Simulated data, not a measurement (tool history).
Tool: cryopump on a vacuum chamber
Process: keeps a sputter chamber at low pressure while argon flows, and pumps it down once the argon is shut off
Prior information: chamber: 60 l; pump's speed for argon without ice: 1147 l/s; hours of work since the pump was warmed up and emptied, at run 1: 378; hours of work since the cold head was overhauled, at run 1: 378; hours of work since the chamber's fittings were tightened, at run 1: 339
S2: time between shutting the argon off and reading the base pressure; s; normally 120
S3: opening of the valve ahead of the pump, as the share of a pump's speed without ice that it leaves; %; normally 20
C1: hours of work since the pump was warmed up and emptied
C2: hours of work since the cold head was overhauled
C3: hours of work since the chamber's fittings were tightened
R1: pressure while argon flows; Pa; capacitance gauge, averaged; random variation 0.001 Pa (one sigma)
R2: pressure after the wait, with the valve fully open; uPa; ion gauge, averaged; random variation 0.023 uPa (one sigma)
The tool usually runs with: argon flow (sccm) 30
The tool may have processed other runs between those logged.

{"run": 1, "hour": 0.0, "argon flow (sccm)": 30, "S2": 120, "S3": 20, "C1": 378, "C2": 378, "C3": 339, "R1": 0.2394, "R2": 1.07}
{"run": 2, "hour": 22.8, "argon flow (sccm)": 30, "S2": 120, "S3": 20, "C1": 392, "C2": 392, "C3": 354, "R1": 0.2382, "R2": 1.12}
{"run": 3, "hour": 38.2, "argon flow (sccm)": 30, "S2": 64, "S3": 20, "C1": 402, "C2": 402, "C3": 364, "R1": 0.2379, "R2": 1.57}
{"run": 4, "hour": 67.3, "argon flow (sccm)": 30, "S2": 64, "S3": 20, "C1": 421, "C2": 421, "C3": 383, "R1": 0.2415, "R2": 1.59}
{"hour": 77.7, "done": "pump warmed up, emptied and cooled again"}
{"run": 5, "hour": 103.1, "argon flow (sccm)": 30, "S2": 120, "S3": 20, "C1": 16, "C2": 441, "C3": 402, "R1": 0.221, "R2": 1}
{"run": 6, "hour": 126.5, "argon flow (sccm)": 30, "S2": 120, "S3": 20, "C1": 32, "C2": 456, "C3": 418, "R1": 0.2222, "R2": 0.96}
{"run": 7, "hour": 157.5, "argon flow (sccm)": 30, "S2": 153, "S3": 20, "C1": 52, "C2": 476, "C3": 438, "R1": 0.2214, "R2": 0.87}
{"run": 8, "hour": 186.4, "argon flow (sccm)": 30, "S2": 120, "S3": 20, "C1": 70, "C2": 495, "C3": 456, "R1": 0.2229, "R2": 1.03}
{"run": 9, "hour": 204.7, "argon flow (sccm)": 45, "S2": 46, "S3": 20, "C1": 82, "C2": 507, "C3": 468, "R1": 0.3386, "R2": 1.89}
{"run": 10, "hour": 233.8, "argon flow (sccm)": 30, "S2": 120, "S3": 18, "C1": 101, "C2": 526, "C3": 487, "R1": 0.2485, "R2": 1}
{"run": 11, "hour": 254.5, "argon flow (sccm)": 37, "S2": 31, "S3": 18, "C1": 114, "C2": 539, "C3": 500, "R1": 0.3087, "R2": 2.56}
{"run": 12, "hour": 272.8, "argon flow (sccm)": 37, "S2": 31, "S3": 18, "C1": 126, "C2": 551, "C3": 512, "R1": 0.3105, "R2": 2.67}
{"run": 13, "hour": 290.0, "argon flow (sccm)": 46, "S2": 120, "S3": 20, "C1": 137, "C2": 562, "C3": 523, "R1": 0.3456, "R2": 1.05}
{"run": 14, "hour": 311.5, "argon flow (sccm)": 36, "S2": 26, "S3": 21, "C1": 151, "C2": 576, "C3": 537, "R1": 0.2602, "R2": 2.97}
{"run": 15, "hour": 337.2, "argon flow (sccm)": 36, "S2": 26, "S3": 21, "C1": 168, "C2": 592, "C3": 554, "R1": 0.2612, "R2": 3.02}
{"run": 16, "hour": 366.9, "argon flow (sccm)": 34, "S2": 49, "S3": 46, "C1": 187, "C2": 612, "C3": 573, "R1": 0.1175, "R2": 1.91}

4 options for the next run, each taken on its own from the tool as it stands now. Forecast them:
{"run": "A", "hour": 392.3, "argon flow (sccm)": 15, "S2": 152, "S3": 16, "C1": 203, "C2": 628, "C3": 589, "R1": "?", "R2": "?"}
{"run": "B", "hour": 392.3, "argon flow (sccm)": 30, "S2": 102, "S3": 57, "C1": 203, "C2": 628, "C3": 589, "R1": "?", "R2": "?"}
{"run": "C", "hour": 392.3, "argon flow (sccm)": 24, "S2": 230, "S3": 31, "C1": 203, "C2": 628, "C3": 589, "R1": "?", "R2": "?"}
{"run": "D", "hour": 392.3, "argon flow (sccm)": 26, "S2": 120, "S3": 18, "C1": 203, "C2": 628, "C3": 589, "R1": "?", "R2": "?"}

run=A R1=0.1417 R2=0.99
run=B R1=0.0857 R2=1.22
run=C R1=0.1219 R2=0.86
run=D R1=0.2209 R2=1.11
Take away the tool's hidden state, keep each run's random variation, and the runs would have read:
run=A R1=0.1376 R2=0.69
run=B R1=0.0775 R2=0.92
run=C R1=0.1154 R2=0.56
run=D R1=0.2138 R2=0.82
